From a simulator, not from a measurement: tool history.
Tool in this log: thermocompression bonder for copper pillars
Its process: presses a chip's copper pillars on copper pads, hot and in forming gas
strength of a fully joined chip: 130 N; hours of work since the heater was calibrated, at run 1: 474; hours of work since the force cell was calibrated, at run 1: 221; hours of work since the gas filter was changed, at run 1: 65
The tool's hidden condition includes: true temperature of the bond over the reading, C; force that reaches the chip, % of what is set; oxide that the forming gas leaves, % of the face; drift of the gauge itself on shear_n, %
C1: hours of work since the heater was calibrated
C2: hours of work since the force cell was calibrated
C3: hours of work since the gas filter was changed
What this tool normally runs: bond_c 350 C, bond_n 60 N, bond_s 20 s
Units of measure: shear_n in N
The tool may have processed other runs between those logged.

Run 1, day 0: usual settings; C1 474; C2 221; C3 65. Result: shear_n 47.9 N.
Run 2, day 0.338: usual settings; C1 479; C2 225; C3 70. Result: shear_n 48.1 N.
Run 3, day 0.892: usual settings; C1 486; C2 233; C3 78. Result: shear_n 48.1 N.
Run 4, day 1.421: usual settings; C1 494; C2 240; C3 85. Result: shear_n 48.5 N.
Run 5, day 1.688: usual settings; C1 498; C2 244; C3 89. Result: shear_n 46.7 N.
Run 6, day 2.038: usual settings; C1 502; C2 249; C3 93. Result: shear_n 48.2 N.
Run 7, day 2.492: usual settings but bond_s 49 s; C1 509; C2 255; C3 100. Result: shear_n 67.1 N.
Run 8, day 2.958: usual settings but bond_c 346 C; C1 515; C2 262; C3 106. Result: shear_n 45.9 N.
Run 9, day 3.471: usual settings but bond_c 346 C; C1 522; C2 269; C3 113. Result: shear_n 46.2 N.
Run 10, day 3.775: usual settings but bond_s 35 s; C1 526; C2 273; C3 118. Result: shear_n 59.4 N.
Run 11, day 4.271: usual settings but bond_s 35 s; C1 533; C2 280; C3 124. Result: shear_n 59.5 N.
Run 12, day 4.658: usual settings but bond_s 35 s; C1 539; C2 285; C3 130. Result: shear_n 59.6 N.
Run 13, day 4.892: usual settings; C1 542; C2 288; C3 133. Result: shear_n 47.9 N.
Run 14, day 5.158: usual settings; C1 546; C2 292; C3 137. Result: shear_n 47.9 N.
Run 15, day 5.712: usual settings; C1 553; C2 300; C3 144. Result: shear_n 48 N.
Run 16, day 6.217: usual settings; C1 560; C2 307; C3 151. Result: shear_n 47.2 N.
Run 17, day 6.542: usual settings; C1 565; C2 311; C3 156. Result: shear_n 48.4 N.
Run 18, day 6.971: usual settings; C1 571; C2 317; C3 162. Result: shear_n 48.1 N.
Run 19, day 7.288: usual settings; C1 575; C2 322; C3 166. Result: shear_n 48.2 N.
Run 20, day 7.788: usual settings but bond_c 328 C; C1 582; C2 328; C3 173. Result: shear_n 37.2 N.
Run 21, day 8.183: usual settings; C1 588; C2 334; C3 179. Result: shear_n 47.8 N.
Run 22, day 8.575: usual settings; C1 593; C2 339; C3 184. Result: shear_n 48.3 N.
Run 23, day 8.821: usual settings but bond_c 351 C, bond_n 80 N, bond_s 25 s; C1 596; C2 343; C3 187. Result: shear_n 60.4 N.
Run 24, day 9.058: usual settings but bond_c 344 C, bond_s 12 s; C1 600; C2 346; C3 191. Result: shear_n 36.7 N.
Run 25, day 9.321: usual settings but bond_c 344 C, bond_n 62 N, bond_s 12 s; C1 603; C2 350; C3 194. Result: shear_n 37.1 N.
Run 26, day 9.858: usual settings but bond_c 374 C, bond_n 48 N, bond_s 15 s; C1 611; C2 357; C3 202. Result: shear_n 49.4 N.
Run 27, day 10.35: usual settings but bond_c 339 C, bond_n 59 N, bond_s 13 s; C1 618; C2 364; C3 209. Result: shear_n 35.1 N.
Run 28, day 10.762: usual settings but bond_c 378 C, bond_n 44 N, bond_s 50 s; C1 623; C2 370; C3 214. Result: shear_n 75.3 N.
Run 29, day 11.3: usual settings but bond_c 363 C, bond_n 89 N, bond_s 34 s; C1 631; C2 377; C3 222. Result: shear_n 77.3 N.
Run 30, day 11.742: usual settings but bond_c 363 C, bond_n 89 N, bond_s 34 s; C1 637; C2 383; C3 228. Result: shear_n 77.2 N.
Run 31, day 12.225: usual settings but bond_c 325 C, bond_n 53 N, bond_s 38 s; C1 643; C2 390; C3 235. Result: shear_n 44.1 N.
Run 32, day 12.525: usual settings but bond_c 325 C, bond_n 53 N, bond_s 38 s; C1 648; C2 394; C3 239. Result: shear_n 44.1 N.
Run 33, day 12.833: usual settings but bond_c 332 C, bond_s 44 s; C1 652; C2 398; C3 243. Result: shear_n 54.1 N.
Run 34, day 13.383: usual settings but bond_c 332 C, bond_s 44 s; C1 659; C2 406; C3 251. Result: shear_n 53.7 N.
Run 35, day 13.921: usual settings but bond_c 332 C, bond_s 44 s; C1 667; C2 413; C3 258. Result: shear_n 52.8 N.
Run 36, day 14.417: usual settings but bond_c 345 C, bond_n 88 N, bond_s 11 s; C1 674; C2 420; C3 265. Result: shear_n 43.5 N.
Run 37, day 14.792: usual settings but bond_c 352 C, bond_n 46 N, bond_s 30 s; C1 679; C2 425; C3 270. Result: shear_n 50.2 N.
At day 14.967: forming gas filter changed.
Run 38, day 15.042: usual settings but bond_c 352 C, bond_n 46 N, bond_s 30 s; C1 682; C2 429; C3 1. Result: shear_n 50.5 N.
Run 39, day 15.5: usual settings but bond_c 352 C, bond_n 46 N, bond_s 30 s; C1 689; C2 435; C3 7. Result: shear_n 50.4 N.
Run 40, day 15.842: usual settings but bond_c 352 C, bond_n 46 N, bond_s 30 s; C1 693; C2 440; C3 12. Result: shear_n 50.8 N.
Run 41, day 16.325: usual settings but bond_c 352 C, bond_n 46 N, bond_s 30 s; C1 700; C2 446; C3 19. Result: shear_n 50.5 N.

Forecast each of these 3 alternatives for the next run:
Run A, day 16.833: usual settings but bond_c 323 C, bond_n 46 N, bond_s 45 s; C1 707; C2 453; C3 26. Result: shear_n ?.
Run B, day 16.833: usual settings but bond_c 343 C, bond_n 75 N, bond_s 13 s; C1 707; C2 453; C3 26. Result: shear_n ?.
Run C, day 16.833: usual settings but bond_c 320 C, bond_n 69 N, bond_s 42 s; C1 707; C2 453; C3 26. Result: shear_n ?.

run  shear_n
  A     43.7
  B     41.8
  C     49.1
What these runs would have given with no unlogged condition in the tool:
run  shear_n
  A     43.8
  B       42
  C     49.3
